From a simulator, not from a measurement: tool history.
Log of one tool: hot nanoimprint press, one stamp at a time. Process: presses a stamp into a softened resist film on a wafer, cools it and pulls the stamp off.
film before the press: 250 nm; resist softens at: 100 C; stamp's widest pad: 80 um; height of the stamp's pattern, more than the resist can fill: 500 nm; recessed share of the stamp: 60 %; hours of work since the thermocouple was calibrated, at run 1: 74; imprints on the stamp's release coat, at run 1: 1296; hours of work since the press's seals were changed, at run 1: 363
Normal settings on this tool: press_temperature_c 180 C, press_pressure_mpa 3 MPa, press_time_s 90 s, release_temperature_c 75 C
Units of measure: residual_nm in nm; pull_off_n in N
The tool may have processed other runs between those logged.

run   hour  press_temperature_c  press_pressure_mpa  press_time_s  release_temperature_c  hours of work since the thermocouple was calibrated  imprints on the stamp's release coat  hours of work since the press's seals were changed  residual_nm  pull_off_n
  1      0                  180                   3            90                     75                                                   74                                  1296                                                 363        105.5         139
  2   14.2                  180                   3            45                     75                                                   81                                  1327                                                 370          137         137
      27.6  -- stamp cleaned and given a new release coat
  3   31.7                  180                   3            45                     75                                                   87                                     9                                                 375        137.1         107
  4   51.8                  180                   3            90                     75                                                   97                                    53                                                 385          105         101
  5   65.1                  180                   3            90                     61                                                  103                                    83                                                 392        105.1         140
  6     87                  180                   3            90                     61                                                  114                                   131                                                 402        105.4         145
  7  108.3                  180                   3            90                     61                                                  124                                   179                                                 413        104.3         152
  8    122                  180                   3            90                     61                                                  131                                   209                                                 419        105.1         148
  9    132                  180                   3            90                     75                                                  136                                   231                                                 424        104.7         108
 10  145.3                  175                   3            90                     75                                                  143                                   261                                                 431        133.2         107
 11  162.1                  169                   3            90                     75                                                  151                                   298                                                 439        172.1         106
 12  185.1                  169                2.12            90                     62                                                  162                                   349                                                 450        187.4         157
 13  208.4                  179                   3            90                     75                                                  173                                   400                                                 462        108.9         112
 14  225.3                  179                   3            90                     75                                                  182                                   438                                                 470        109.6         115
 15  242.4                  180                1.96            90                     72                                                  190                                   476                                                 478          123         121
 16  265.3                  180                   3           137                     75                                                  201                                   527                                                 489         86.7         113
 17  284.7                  173                1.89            81                     78                                                  211                                   570                                                 499        172.5         109
 18  309.3                  173                1.89            81                     78                                                  223                                   624                                                 511        171.8         107
 19  323.9                  180                   3            82                     68                                                  230                                   656                                                 518        107.2         141
 20  343.1                  180                2.08            90                     75                                                  239                                   699                                                 527        119.9         120
 21  356.2                  180                2.65            60                     75                                                  246                                   728                                                 534        126.6         119
 22  367.3                  186                2.65            60                     78                                                  251                                   753                                                 539         95.7         115

4 options for the next run, each taken on its own from the tool as it stands now. Forecast them:
  A  383.8                  185                2.04            78                     78                                                  259                                   789                                                 547            ?           ?
  B  383.8                  186                2.65           155                     78                                                  259                                   789                                                 547            ?           ?
  C  383.8                  186                2.65            51                     74                                                  259                                   789                                                 547            ?           ?
  D  383.8                  168                   3            90                     75                                                  259                                   789                                                 547            ?           ?

run  residual_nm  pull_off_n
  A        100.6         113
  B         62.6         114
  C          102         121
  D        176.3         126
With the hidden condition removed and each run's random variation left untouched, the same runs would have given:
run  residual_nm  pull_off_n
  A        103.7          93
  B         64.7          95
  C          105         100
  D        180.2         104
